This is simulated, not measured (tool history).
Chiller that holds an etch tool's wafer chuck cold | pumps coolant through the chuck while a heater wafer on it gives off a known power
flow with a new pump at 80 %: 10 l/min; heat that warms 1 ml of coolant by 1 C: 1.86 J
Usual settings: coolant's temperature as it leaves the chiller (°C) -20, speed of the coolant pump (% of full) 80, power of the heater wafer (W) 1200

run	day	coolant's temperature as it leaves the chiller (°C)	speed of the coolant pump (% of full)	power of the heater wafer (W)	chuck's temperature once it has settled (°C)	how much warmer the coolant comes back (C)
1	0	-20	80	1200	-12.1	3.86
2	8.033	-20	80	1200	-12.1	3.9
3	12.504	-20	80	1200	-12.2	3.86
4	16.825	-20	80	1200	-12.1	3.85
5	24.65	-20	80	1200	-12.3	3.86
6	29.808	-20	80	1200	-12.2	3.84
7	35.704	-20	80	1200	-12.2	3.81
8	40.371	-20	80	1469	-10.5	4.73
9	44.562	-20	80	889	-14.5	2.87
10	52.296	-20	80	889	-14.3	2.84
11	61.496	-20	80	1200	-12.2	3.9
12	69.488	-20	80	1200	-12.2	3.91
13	76.604	-20	80	1200	-12.3	3.88
14	81.433	-16	61	1398	-4.1	5.99
15	87.754	-27	61	699	-21	3
16	96.404	-24	89	1174	-17	3.37
17	101.083	-20	80	1429	-10.8	4.62
18	107.483	-20	80	1429	-10.7	4.67
19	115.092	-21	73	1293	-11.8	4.6
20	120.583	-27	80	1670	-16.1	5.42
21	129.688	-15	66	1670	-2	6.63
22	136.483	-19	97	1515	-10.9	3.99
23	140.962	-14	75	781	-8.7	2.76
24	147.362	-13	83	1219	-5.3	3.82
25	155.554	-27	73	1153	-18.8	4.14
26	162.7	-19	73	1153	-10.9	4.12

Not shown: 1 entry that the log had between the listed runs. Between which runs, and how does the tool's hidden state differ before and after?
Between runs 15 and 16: chiller's thermometer calibrated (day 94.512)
  coolant's true temperature over the reading, C: -0.01 -> 0
